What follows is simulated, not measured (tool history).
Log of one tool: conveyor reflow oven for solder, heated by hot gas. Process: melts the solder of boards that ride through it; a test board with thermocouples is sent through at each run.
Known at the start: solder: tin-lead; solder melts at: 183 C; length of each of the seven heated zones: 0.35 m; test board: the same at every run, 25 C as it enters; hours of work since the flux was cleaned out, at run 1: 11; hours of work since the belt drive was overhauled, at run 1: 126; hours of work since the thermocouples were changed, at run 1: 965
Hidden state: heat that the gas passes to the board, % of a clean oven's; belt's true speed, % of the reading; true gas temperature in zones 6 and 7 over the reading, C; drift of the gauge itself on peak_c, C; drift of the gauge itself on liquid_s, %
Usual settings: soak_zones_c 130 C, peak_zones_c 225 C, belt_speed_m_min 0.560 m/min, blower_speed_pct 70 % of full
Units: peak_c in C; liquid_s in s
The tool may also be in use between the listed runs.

run    hour  soak_zones_c  peak_zones_c  belt_speed_m_min  blower_speed_pct  hours of work since the flux was cleaned out  hours of work since the belt drive was overhauled  hours of work since the thermocouples were changed  peak_c  liquid_s
  1     0.0           130           225             0.560                70                                            11                                                126                                                 965   200.8      35.9
  2    45.3           130           225             0.560                70                                            46                                                161                                                1000   199.5      35.3
  3    72.9           130           225             0.560                70                                            68                                                183                                                1022   200.5      34.6
  4   124.2           130           225             0.560                70                                           108                                                223                                                1062   200.4      34.7
  5   154.8           130           225             0.560                70                                           132                                                247                                                1085   200.4      34.0
  6   178.9           130           225             0.560                70                                           150                                                265                                                1104   199.0      33.9
  7   231.2           130           225             0.571                70                                           191                                                306                                                1145   197.7      30.8
      277.2  -- thermocouples of zones 6 and 7 changed
  8   283.2           130           225             0.571                70                                           230                                                345                                                   5   199.7      33.2
  9   330.1           130           225             0.645                70                                           267                                                382                                                  41   193.4      19.5
 10   359.6           130           225             0.645                70                                           290                                                405                                                  64   192.5      19.6
 11   389.3           130           225             0.645                70                                           313                                                428                                                  87   193.2      19.0
      430.7  -- flux residue cleaned out of gas plates and filters
 12   435.3           130           225             0.560                70                                             4                                                460                                                 119   202.8      38.2
 13   464.0           130           225             0.560                70                                            26                                                482                                                 142   203.0      39.3
 14   509.9           130           225             0.560                70                                            62                                                518                                                 177   202.0      37.1
 15   558.4           130           225             0.609                70                                            99                                                556                                                 215   198.4      29.9
 16   588.4           130           225             0.609                70                                           123                                                579                                                 239   197.9      27.4
 17   619.1           124           225             0.624                70                                           147                                                603                                                 262   194.9      22.4
 18   654.8           130           220             0.560                70                                           175                                                631                                                 290   196.5      29.6
 19   683.5           130           220             0.560                70                                           197                                                653                                                 313   196.0      29.0
 20   722.2           130           225             0.631                54                                           227                                                683                                                 343   187.0       8.5
 21   764.6           130           225             0.631                54                                           260                                                716                                                 376   185.8       6.8
 22   789.4           131           221             0.453                60                                           279                                                736                                                 395   199.5      44.1
 23   839.1           137           222             0.489                70                                           318                                                774                                                 434   201.4      47.4
      875.4  -- flux residue cleaned out of gas plates and filters
 24   889.7           129           218             0.636                80                                            11                                                810                                                 469   196.6      24.1
 25   921.5           121           221             0.578                69                                            36                                                835                                                 494   194.8      24.1
 26   955.8           121           221             0.578                69                                            63                                                861                                                 521   194.8      23.7
 27   978.3           121           221             0.578                69                                            80                                                879                                                 538   194.2      23.7
 28  1031.8           118           236             0.516                77                                           122                                                921                                                 580   211.9      50.8
 29  1066.5           124           220             0.560                51                                           149                                                948                                                 607   186.2       6.5
 30  1113.8           137           233             0.646                54                                           186                                                984                                                 644   193.4      20.7
     1139.9  -- belt drive overhauled, speed set with a stopwatch
 31  1147.6           137           233             0.646                54                                           209                                                  6                                                 667   192.8      17.2

Forecast each of these 4 alternatives for the next run:
  A  1185.4           130           217             0.574                70                                           238                                                 35                                                 697       ?         ?
  B  1185.4           127           224             0.646                66                                           238                                                 35                                                 697       ?         ?
  C  1185.4           137           233             0.562                68                                           238                                                 35                                                 697       ?         ?
  D  1185.4           121           225             0.583                69                                           238                                                 35                                                 697       ?         ?

run  peak_c  liquid_s
  A   191.1      19.4
  B   188.8      11.1
  C   205.5      42.9
  D   193.5      20.9
Without the tool's hidden state the same runs would have given:
run  peak_c  liquid_s
  A   196.0      28.7
  B   194.1      20.0
  C   210.5      49.1
  D   198.9      29.3
